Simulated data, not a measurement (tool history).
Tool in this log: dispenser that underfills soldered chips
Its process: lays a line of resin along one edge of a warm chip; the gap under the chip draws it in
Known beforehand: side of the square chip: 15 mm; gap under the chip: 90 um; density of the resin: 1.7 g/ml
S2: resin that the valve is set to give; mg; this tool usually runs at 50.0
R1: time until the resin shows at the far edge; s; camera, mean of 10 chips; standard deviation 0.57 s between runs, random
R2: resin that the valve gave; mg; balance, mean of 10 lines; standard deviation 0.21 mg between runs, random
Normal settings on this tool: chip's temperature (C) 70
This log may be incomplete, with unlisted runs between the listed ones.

run 1 hour=0.0 | chip's_temperature_(C)=70 S2=50.0 | R1=58.1 R2=47.63
run 2 hour=3.9 | chip's_temperature_(C)=70 S2=50.0 | R1=71.6 R2=47.32
run 3 hour=8.4 | chip's_temperature_(C)=70 S2=51.7 | R1=94.3 R2=49.22
run 4 hour=12.9 | chip's_temperature_(C)=70 S2=51.7 | R1=120.7 R2=48.88
-- hour=13.6 new syringe of resin
run 5 hour=17.0 | chip's_temperature_(C)=59 S2=50.0 | R1=111.8 R2=47.66
run 6 hour=19.9 | chip's_temperature_(C)=70 S2=50.0 | R1=71.2 R2=47.40
run 7 hour=24.2 | chip's_temperature_(C)=70 S2=50.0 | R1=91.2 R2=47.17
run 8 hour=27.0 | chip's_temperature_(C)=56 S2=50.0 | R1=231.1 R2=47.19
-- hour=29.6 new syringe of resin
run 9 hour=31.8 | chip's_temperature_(C)=56 S2=50.0 | R1=123.1 R2=47.08
-- hour=35.8 dispensing valve cleaned and set on the balance
run 10 hour=37.8 | chip's_temperature_(C)=70 S2=45.7 | R1=74.7 R2=45.54
run 11 hour=42.9 | chip's_temperature_(C)=70 S2=50.0 | R1=99.0 R2=49.80
-- hour=46.7 new syringe of resin
run 12 hour=46.9 | chip's_temperature_(C)=56 S2=50.0 | R1=110.5 R2=49.83
run 13 hour=51.8 | chip's_temperature_(C)=56 S2=50.0 | R1=146.1 R2=49.96
run 14 hour=56.8 | chip's_temperature_(C)=56 S2=50.0 | R1=194.5 R2=49.81
run 15 hour=60.8 | chip's_temperature_(C)=56 S2=50.0 | R1=241.3 R2=49.67
-- hour=63.0 new syringe of resin
run 16 hour=65.4 | chip's_temperature_(C)=70 S2=50.0 | R1=57.9 R2=49.24
run 17 hour=70.0 | chip's_temperature_(C)=70 S2=42.7 | R1=78.7 R2=41.97
run 18 hour=74.4 | chip's_temperature_(C)=70 S2=50.0 | R1=95.7 R2=49.64
run 19 hour=76.5 | chip's_temperature_(C)=62 S2=62.7 | R1=165.3 R2=61.66
-- hour=79.1 new syringe of resin
run 20 hour=80.6 | chip's_temperature_(C)=62 S2=62.7 | R1=84.1 R2=61.42
run 21 hour=84.1 | chip's_temperature_(C)=63 S2=64.8 | R1=96.1 R2=63.70
run 22 hour=87.5 | chip's_temperature_(C)=63 S2=64.8 | R1=118.2 R2=63.64
run 23 hour=91.5 | chip's_temperature_(C)=68 S2=42.8 | R1=120.4 R2=41.84
run 24 hour=94.5 | chip's_temperature_(C)=68 S2=42.8 | R1=141.7 R2=41.78
-- hour=95.3 new syringe of resin
run 25 hour=99.4 | chip's_temperature_(C)=68 S2=42.8 | R1=74.2 R2=41.75
run 26 hour=101.8 | chip's_temperature_(C)=68 S2=42.8 | R1=85.1 R2=41.85
run 27 hour=104.1 | chip's_temperature_(C)=68 S2=42.8 | R1=98.1 R2=41.43
run 28 hour=107.5 | chip's_temperature_(C)=78 S2=61.6 | R1=63.3 R2=59.72
-- hour=111.2 new syringe of resin
run 29 hour=111.2 | chip's_temperature_(C)=56 S2=49.3 | R1=112.1 R2=48.07
run 30 hour=116.0 | chip's_temperature_(C)=56 S2=43.5 | R1=151.9 R2=42.37
run 31 hour=119.0 | chip's_temperature_(C)=67 S2=59.0 | R1=91.5 R2=57.14

Run 32 has not been measured yet. What should we expect?
run 32 hour=123.9 | chip's_temperature_(C)=55 S2=62.6 | R1=? R2=?

{"run 32": {"R1": 233.4, "R2": 60.29}}
On a tool with no hidden condition, and with the same random variation, this run would have come out at R1 109.1 s, R2 62.25 mg.
